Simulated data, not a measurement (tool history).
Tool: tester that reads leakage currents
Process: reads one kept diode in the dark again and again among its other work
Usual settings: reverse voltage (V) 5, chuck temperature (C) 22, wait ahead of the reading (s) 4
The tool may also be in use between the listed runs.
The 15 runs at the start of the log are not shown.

run     day  reverse voltage (V)  chuck temperature (C)  wait ahead of the reading (s)  hours of work since the probe card was cleaned  hours of work since the tester was calibrated  hours of work since the chuck was calibrated  current that the tester gives (pA)
 16  12.796                    5                     22                              4                                             532                                           1126                                           416                              103.39
 17  13.812                    5                     22                              4                                             542                                           1136                                           426                              103.33
 18    14.5                    5                     22                              4                                             549                                           1143                                           433                              103.44
 19  15.629                    5                     22                              4                                             560                                           1154                                           443                              102.96
 20  16.633                    5                     22                              4                                             569                                           1163                                           453                              102.79
 21  17.254                 1.02                     20                           2.75                                             575                                           1169                                           459                                43.4
 22  18.062                 1.02                     20                           2.75                                             583                                           1177                                           467                                43.7
 23  18.571                 1.02                     20                           2.75                                             588                                           1182                                           472                               43.53
 24  19.092                    5                     22                           4.56                                             593                                           1187                                           477                              102.53
 25  20.071                 6.73                     58                           8.75                                             602                                           1196                                           486                             1258.82
 26  21.212                 2.43                     52                           1.41                                             613                                           1207                                           497                               555.1
 27  22.367                 2.43                     52                           1.41                                             624                                           1218                                           508                              552.76
 28  23.092                    5                     50                           6.71                                             631                                           1225                                           515                              676.83
 29  24.254                    5                     29                           0.34                                             643                                           1236                                           526                              174.41
 30   25.45                    5                     43                           0.34                                             654                                           1248                                           538                              438.71
 31  26.396                    5                     27                           4.63                                             663                                           1257                                           547                              148.01
 32  27.383                    5                     27                           4.63                                             673                                           1267                                           556                              147.12
 33  27.888                 1.95                     21                           2.69                                             677                                           1271                                           561                               62.39
 34  28.875                 1.95                     21                           2.69                                             687                                           1281                                           571                               62.46
 35  29.946                 1.95                     21                           2.69                                             697                                           1291                                           581                               62.09
 36  30.804                    5                     37                           0.46                                             705                                           1299                                           589                              296.71
 37  31.958                 4.36                     32                           1.88                                             717                                           1310                                           600                              195.84
 38  32.996                 4.36                     44                           6.66                                             727                                           1320                                           610                              434.31
 39  33.808                  2.7                     21                           7.98                                             734                                           1328                                           618                               71.79

Predict each of these 3 candidate next runs independently; none follows another, all start after run 39:
  A  34.962                  2.7                     30                           7.98                                             745                                           1339                                           629                                   ?
  B  34.962                 7.74                     23                           7.98                                             745                                           1339                                           629                                   ?
  C  34.962                  2.7                     46                           1.23                                             745                                           1339                                           629                                   ?

run  current that the tester gives (pA)
  A                              136.73
  B                              133.73
  C                              397.83
The same runs, with their run-to-run variation unchanged, on a tool lacking any hidden condition would have given:
run  current that the tester gives (pA)
  A                              142.31
  B                              137.86
  C                              413.38

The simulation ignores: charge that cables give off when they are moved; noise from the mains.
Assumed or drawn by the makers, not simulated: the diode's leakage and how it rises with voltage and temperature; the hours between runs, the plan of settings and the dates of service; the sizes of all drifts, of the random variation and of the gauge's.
